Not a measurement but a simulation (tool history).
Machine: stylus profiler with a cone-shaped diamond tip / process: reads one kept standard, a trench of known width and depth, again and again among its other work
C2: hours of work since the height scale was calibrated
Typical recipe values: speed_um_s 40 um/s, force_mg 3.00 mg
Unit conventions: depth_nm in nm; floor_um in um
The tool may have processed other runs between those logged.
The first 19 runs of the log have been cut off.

Run 20, hour 1006.0: usual settings; scans with this tip 12828; C2 105. Result: depth_nm 101.68 nm, floor_um 48.36 um.
Run 21, hour 1038.5: usual settings but speed_um_s 21 um/s, force_mg 5.39 mg; scans with this tip 12984; C2 119. Result: depth_nm 102.43 nm, floor_um 48.49 um.
Run 22, hour 1074.4: usual settings but speed_um_s 21 um/s, force_mg 5.39 mg; scans with this tip 13156; C2 134. Result: depth_nm 102.48 nm, floor_um 48.49 um.
Run 23, hour 1106.1: usual settings but force_mg 1.57 mg; scans with this tip 13308; C2 147. Result: depth_nm 101.07 nm, floor_um 48.26 um.
Run 24, hour 1168.5: usual settings but force_mg 1.57 mg; scans with this tip 13607; C2 173. Result: depth_nm 101.10 nm, floor_um 48.22 um.
Run 25, hour 1200.4: usual settings but speed_um_s 35 um/s, force_mg 4.67 mg; scans with this tip 13760; C2 187. Result: depth_nm 102.25 nm, floor_um 48.38 um.
Run 26, hour 1270.9: usual settings but speed_um_s 35 um/s, force_mg 4.67 mg; scans with this tip 14098; C2 216. Result: depth_nm 102.24 nm, floor_um 48.37 um.
Run 27, hour 1319.0: usual settings but speed_um_s 77 um/s, force_mg 4.35 mg; scans with this tip 14329; C2 236. Result: depth_nm 102.18 nm, floor_um 48.19 um.
Run 28, hour 1375.2: usual settings but speed_um_s 129 um/s, force_mg 5.63 mg; scans with this tip 14598; C2 260. Result: depth_nm 102.57 nm, floor_um 47.98 um.
Run 29, hour 1421.2: usual settings but speed_um_s 129 um/s, force_mg 5.63 mg; scans with this tip 14819; C2 279. Result: depth_nm 102.54 nm, floor_um 48.00 um.
Run 30, hour 1475.1: usual settings but speed_um_s 129 um/s, force_mg 5.63 mg; scans with this tip 15077; C2 302. Result: depth_nm 102.57 nm, floor_um 48.07 um.
Run 31, hour 1522.7: usual settings but speed_um_s 151 um/s, force_mg 1.74 mg; scans with this tip 15306; C2 322. Result: depth_nm 101.25 nm, floor_um 47.45 um.
Run 32, hour 1554.5: usual settings but speed_um_s 151 um/s, force_mg 1.74 mg; scans with this tip 15458; C2 335. Result: depth_nm 101.23 nm, floor_um 47.42 um.
Run 33, hour 1606.8: usual settings but speed_um_s 87 um/s, force_mg 7.56 mg; scans with this tip 15709; C2 357. Result: depth_nm 103.15 nm, floor_um 48.22 um.
Run 34, hour 1643.8: usual settings but speed_um_s 16 um/s, force_mg 6.15 mg; scans with this tip 15886; C2 373. Result: depth_nm 102.77 nm, floor_um 48.50 um.
Run 35, hour 1691.8: usual settings but speed_um_s 46 um/s, force_mg 3.69 mg; scans with this tip 16117; C2 393. Result: depth_nm 102.02 nm, floor_um 48.29 um.
Run 36, hour 1739.2: usual settings but speed_um_s 46 um/s, force_mg 3.69 mg; scans with this tip 16344; C2 413. Result: depth_nm 102.00 nm, floor_um 48.25 um.

Forecast each of these 3 alternatives for the next run:
Run A, hour 1784.8: usual settings but speed_um_s 55 um/s, force_mg 2.59 mg; scans with this tip 16563; C2 432. Result: depth_nm ?, floor_um ?.
Run B, hour 1784.8: usual settings but speed_um_s 18 um/s, force_mg 2.44 mg; scans with this tip 16563; C2 432. Result: depth_nm ?, floor_um ?.
Run C, hour 1784.8: usual settings but speed_um_s 24 um/s, force_mg 6.80 mg; scans with this tip 16563; C2 432. Result: depth_nm ?, floor_um ?.

run  depth_nm  floor_um
  A    101.64     48.18
  B    101.59     48.41
  C    102.95     48.41
Stripped of hidden state, with their random variation kept, the same runs would have yielded:
run  depth_nm  floor_um
  A    101.50     48.41
  B    101.44     48.64
  C    102.81     48.64
